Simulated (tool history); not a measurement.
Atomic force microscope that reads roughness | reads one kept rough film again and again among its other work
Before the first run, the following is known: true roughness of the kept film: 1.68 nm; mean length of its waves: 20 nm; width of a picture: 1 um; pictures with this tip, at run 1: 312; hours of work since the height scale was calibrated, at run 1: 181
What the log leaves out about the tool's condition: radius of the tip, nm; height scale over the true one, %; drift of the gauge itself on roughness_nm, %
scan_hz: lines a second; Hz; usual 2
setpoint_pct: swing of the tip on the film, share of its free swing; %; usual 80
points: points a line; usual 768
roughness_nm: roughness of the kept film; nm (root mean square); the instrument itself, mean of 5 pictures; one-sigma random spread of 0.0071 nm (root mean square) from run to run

run,hour,scan_hz,setpoint_pct,points,pictures with this tip,hours of work since the height scale was calibrated,roughness_nm
1,0,2,80,768,312,181,1.257
# hour 6.4: new tip fitted
2,7.5,2,80,768,1,184,1.464
3,17.1,2,65,768,10,189,1.497
4,25.1,2,81,768,18,192,1.436
5,36.5,2,63,768,28,198,1.488
6,44,2,63,768,36,201,1.483
7,53.9,2,63,768,45,206,1.462
8,62,2,88,1021,53,209,1.397
9,74.4,1.8,78,342,64,215,1.401
# hour 76.6: height scale calibrated on a step standard
10,84.9,2,58,768,73,4,1.454
11,97.2,2,72,486,85,10,1.415
# hour 108.9: height scale calibrated on a step standard, once more
12,113.4,0.59,56,492,99,2,1.457
13,122.3,0.85,80,314,107,6,1.409

Alternative continuations, all from the tool just after run 13; predict every row:
A,137.1,0.61,60,354,121,13,?
B,137.1,0.85,61,464,121,13,?
C,137.1,0.85,80,1023,121,13,?
D,137.1,0.81,59,642,121,13,?
E,137.1,0.85,60,658,121,13,?

run,roughness_nm
A,1.412
B,1.425
C,1.417
D,1.442
E,1.445
Without the tool's unlogged condition, the same runs would have read:
run,roughness_nm
A,1.502
B,1.514
C,1.507
D,1.533
E,1.536
